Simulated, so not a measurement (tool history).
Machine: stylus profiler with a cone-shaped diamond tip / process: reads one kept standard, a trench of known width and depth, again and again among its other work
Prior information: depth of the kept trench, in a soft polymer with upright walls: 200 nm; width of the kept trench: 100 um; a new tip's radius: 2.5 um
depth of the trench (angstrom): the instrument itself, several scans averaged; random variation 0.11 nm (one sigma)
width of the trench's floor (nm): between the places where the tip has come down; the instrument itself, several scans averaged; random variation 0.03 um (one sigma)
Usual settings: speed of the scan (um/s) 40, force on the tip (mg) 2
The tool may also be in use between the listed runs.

run	hour	speed of the scan (um/s)	force on the tip (mg)	depth of the trench (angstrom)	width of the trench's floor (nm)
1	0	40	2	2014.9	97160
2	37.3	40	2	2014.3	97190
3	77.6	40	2	2016.2	97160
4	137.7	40	2	2015.1	97230
5	178.1	115	2	2014.7	96850
6	206.1	115	2	2015.8	96860
7	249.5	115	2	2012.5	96850
8	288.8	40	2	2012.2	97140
9	327.2	40	2	2014.3	97150
# hour 330.8: height scale calibrated on a step standard
10	387.3	40	2	2011.2	97170
11	440	95	5.17	2031.8	97060
12	469.5	95	5.17	2032.8	97040
13	496.3	15	3.02	2019.9	97230
14	538.8	15	3.02	2017.7	97190
15	590.7	40	3.59	2024.1	97170
16	631.1	30	2	2009.7	97140
17	666.9	30	2	2010	97080
# hour 694.5: height scale calibrated on a step standard, once more
18	724.5	60	0.98	2013.6	96900
19	755.7	73	4.59	2040.5	97000
20	793.4	48	1.11	2015.5	96940

For each run, the measured value with the value that run would have given without the tool's hidden condition subtracted. The run-to-run variation is shared by both, the gauge scatter possibly not:
Hidden state present: radius of the tip, um; height scale over the true one, %; drift of the gauge itself on depth_nm, %; drift of the gauge itself on floor_um, %.
run	depth of the trench (angstrom)	width of the trench's floor (nm)
1	-8.9	-670
2	-9.1	-670
3	-9.4	-690
4	-9.6	-690
5	-9.8	-710
6	-9.9	-720
7	-10.1	-720
8	-10.2	-730
9	-10.4	-740
10	-13	-750
11	-13.3	-770
12	-13.5	-780
13	-13.5	-780
14	-13.7	-790
15	-13.9	-800
16	-14	-820
17	-14.2	-820
18	-0.6	-830
19	-0.8	-840
20	-0.9	-850
